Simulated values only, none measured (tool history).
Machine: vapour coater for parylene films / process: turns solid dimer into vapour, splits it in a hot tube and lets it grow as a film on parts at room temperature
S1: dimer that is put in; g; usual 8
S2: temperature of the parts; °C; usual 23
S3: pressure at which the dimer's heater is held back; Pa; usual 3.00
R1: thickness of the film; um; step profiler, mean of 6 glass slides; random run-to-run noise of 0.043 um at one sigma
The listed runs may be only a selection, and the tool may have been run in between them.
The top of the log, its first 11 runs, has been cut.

run   hour  S1  S2     S3    R1
 12  344.5   8  23   3.50  5.78
 13  370.6   8  23   3.00  5.85
 14  411.4   8  23   2.89  5.93
 15  444.3   8  23   2.89  5.81
 16  471.8   8  23   2.89  5.74
 17  499.2   8  23   3.00  5.71
 18  538.6   9  23   3.00  6.40
 19  576.5   5  23   3.00  3.57
 20  615.8   5  23   3.00  3.53
 21  641.0   5  23   3.00  3.54
 22  666.1   5  18  11.08  3.07
 23  696.0   5  24   4.18  3.31
 24  734.9   5  28   2.04  3.48
 25  758.8   5  28   2.04  3.44
 26  794.4   8  25   3.00  5.45
     807.5  -- trap's valve overhauled
 27  823.2   3  33   7.74  1.61

What will run 28 give?
 28  860.5  10  35  3.81   ?

{"run 28": {"R1": 5.87}}
If the tool had no hidden condition, the same run with the same run-to-run variation would have returned R1 5.97 um.

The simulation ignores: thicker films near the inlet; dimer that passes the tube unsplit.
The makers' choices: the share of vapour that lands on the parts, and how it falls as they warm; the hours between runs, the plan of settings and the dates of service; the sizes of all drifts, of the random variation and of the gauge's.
